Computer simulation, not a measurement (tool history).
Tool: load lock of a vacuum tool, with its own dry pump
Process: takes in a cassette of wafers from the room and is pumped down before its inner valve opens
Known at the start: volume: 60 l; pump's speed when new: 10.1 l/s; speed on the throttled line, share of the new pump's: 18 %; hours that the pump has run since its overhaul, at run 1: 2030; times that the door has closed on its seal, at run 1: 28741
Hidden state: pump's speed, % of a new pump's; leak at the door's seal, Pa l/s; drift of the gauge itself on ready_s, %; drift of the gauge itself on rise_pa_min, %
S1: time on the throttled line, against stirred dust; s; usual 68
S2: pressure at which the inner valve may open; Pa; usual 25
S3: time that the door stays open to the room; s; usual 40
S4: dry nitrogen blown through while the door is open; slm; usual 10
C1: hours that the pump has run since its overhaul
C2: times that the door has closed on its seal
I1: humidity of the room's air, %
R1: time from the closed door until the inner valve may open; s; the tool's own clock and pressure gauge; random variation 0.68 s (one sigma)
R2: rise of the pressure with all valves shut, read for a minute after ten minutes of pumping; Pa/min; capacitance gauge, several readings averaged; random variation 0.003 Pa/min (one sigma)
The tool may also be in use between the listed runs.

| run | hour | S1 | S2 | S3 | S4 | C1 | C2 | I1 | R1 | R2 |
|---|---|---|---|---|---|---|---|---|---|---|
| 1 | 0 | 68 | 25 | 40 | 10 | 2030 | 28741 | 45.2 | 105.2 | 0.159 |
| 2 | 329.8 | 68 | 25 | 40 | 10 | 2360 | 29567 | 45.2 | 106.8 | 0.163 |
| 3 | 521 | 68 | 25 | 40 | 10 | 2551 | 30045 | 42.3 | 106.8 | 0.175 |
| 4 | 876.3 | 68 | 25 | 40 | 10 | 2906 | 30935 | 47.3 | 106 | 0.184 |
| 5 | 1211.1 | 68 | 25 | 40 | 10 | 3241 | 31773 | 43.2 | 107.2 | 0.184 |
| 6 | 1471.2 | 68 | 27 | 40 | 10 | 3501 | 32424 | 50 | 107 | 0.192 |
| 7 | 1633 | 125 | 41 | 97 | 10 | 3663 | 32829 | 49 | 152 | 0.214 |
| 8 | 1885.8 | 125 | 20 | 97 | 13 | 3916 | 33462 | 49 | 155.4 | 0.204 |
| 9 | 2072.6 | 68 | 25 | 175 | 10 | 4103 | 33930 | 43.2 | 108.2 | 0.226 |
| 10 | 2376.8 | 68 | 25 | 175 | 10 | 4407 | 34691 | 45.3 | 107.4 | 0.235 |
| 11 | 2568.3 | 68 | 25 | 175 | 10 | 4598 | 35171 | 45.5 | 108.8 | 0.242 |

3 ways to go on from here, each from the tool as it stands after run 11. What would each give?
| A | 2810.3 | 68 | 25 | 175 | 23 | 4840 | 35777 | 47.5 | ? | ? |
| B | 2810.3 | 132 | 25 | 34 | 10 | 4840 | 35777 | 45.8 | ? | ? |
| C | 2810.3 | 68 | 25 | 40 | 19 | 4840 | 35777 | 44.9 | ? | ? |

| run | R1 | R2 |
|---|---|---|
| A | 108.7 | 0.228 |
| B | 159.4 | 0.215 |
| C | 109.3 | 0.215 |
Without the tool's hidden state the same runs would have given:
| run | R1 | R2 |
|---|---|---|
| A | 105.4 | 0.036 |
| B | 157.1 | 0.026 |
| C | 105.9 | 0.021 |
